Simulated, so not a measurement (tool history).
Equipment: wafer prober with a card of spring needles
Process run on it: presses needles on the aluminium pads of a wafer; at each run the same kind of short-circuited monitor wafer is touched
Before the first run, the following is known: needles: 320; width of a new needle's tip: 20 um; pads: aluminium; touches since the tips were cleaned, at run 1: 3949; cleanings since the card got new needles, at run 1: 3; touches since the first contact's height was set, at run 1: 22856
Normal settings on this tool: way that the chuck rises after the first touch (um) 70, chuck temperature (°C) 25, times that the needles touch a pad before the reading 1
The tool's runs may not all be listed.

| run | hour | way that the chuck rises after the first touch (um) | chuck temperature (°C) | times that the needles touch a pad before the reading | touches since the tips were cleaned | cleanings since the card got new needles | touches since the first contact's height was set | resistance of one needle with its contact and lead (mohm) | way that a needle slides on the pad (um) |
|---|---|---|---|---|---|---|---|---|---|
| 1 | 0 | 70 | 25 | 1 | 3949 | 3 | 22856 | 230 | 11.04 |
|  | 4.1 | tips cleaned on abrasive film |
| 2 | 7.5 | 70 | 25 | 2 | 1701 | 4 | 26570 | 232 | 11.06 |
|  | 16.6 | tips cleaned on abrasive film |
| 3 | 16.8 | 70 | 25 | 2 | 111 | 5 | 31157 | 232 | 11.07 |
|  | 28.7 | tips cleaned on abrasive film |
| 4 | 30.2 | 80 | 25 | 1 | 711 | 6 | 37787 | 225 | 12.67 |
| 5 | 37.2 | 70 | 25 | 1 | 4213 | 6 | 41289 | 231 | 11.09 |
|  | 41.3 | tips cleaned on abrasive film |
| 6 | 45.6 | 70 | 25 | 1 | 2164 | 7 | 45468 | 229 | 11.08 |
|  | 53.9 | tips cleaned on abrasive film |
| 7 | 59.1 | 70 | 25 | 1 | 2617 | 8 | 52175 | 234 | 11.12 |
|  | 66.2 | tips cleaned on abrasive film |
| 8 | 73.5 | 55 | 71 | 3 | 3666 | 9 | 59309 | 252 | 8.73 |
|  | 78.4 | tips cleaned on abrasive film |
| 9 | 88.6 | 76 | 45 | 1 | 5074 | 10 | 66796 | 232 | 12.07 |
|  | 90.9 | tips cleaned on abrasive film |
| 10 | 96.7 | 58 | 38 | 2 | 2941 | 11 | 70821 | 242 | 9.24 |
|  | 102.6 | tips cleaned on abrasive film |
| 11 | 109.5 | 58 | 38 | 2 | 3421 | 12 | 77148 | 238 | 9.22 |
|  | 115.6 | tips cleaned on abrasive film |
| 12 | 122.8 | 58 | 38 | 2 | 3591 | 13 | 83760 | 236 | 9.24 |

Consider 5 possible next runs. They are alternatives, not a sequence: every one starts from the tool as it was left by run 12. What does each give?
|  | 128 | tips cleaned on abrasive film |
| A | 136.5 | 70 | 70 | 3 | 4293 | 14 | 90574 | ? | ? |
|  | 128 | tips cleaned on abrasive film |
| B | 136.5 | 58 | 25 | 1 | 4293 | 14 | 90574 | ? | ? |
|  | 128 | tips cleaned on abrasive film |
| C | 136.5 | 60 | 26 | 3 | 4293 | 14 | 90574 | ? | ? |
|  | 128 | tips cleaned on abrasive film |
| D | 136.5 | 72 | 26 | 2 | 4293 | 14 | 90574 | ? | ? |
|  | 128 | tips cleaned on abrasive film |
| E | 136.5 | 70 | 38 | 2 | 4293 | 14 | 90574 | ? | ? |

| run | resistance of one needle with its contact and lead (mohm) | way that a needle slides on the pad (um) |
|---|---|---|
| A | 244 | 11.17 |
| B | 240 | 9.24 |
| C | 240 | 9.55 |
| D | 230 | 11.49 |
| E | 237 | 11.17 |
Take away the tool's hidden state, keep each run's random variation, and the runs would have read:
| run | resistance of one needle with its contact and lead (mohm) | way that a needle slides on the pad (um) |
|---|---|---|
| A | 244 | 11.06 |
| B | 239 | 9.15 |
| C | 239 | 9.45 |
| D | 230 | 11.38 |
| E | 236 | 11.05 |
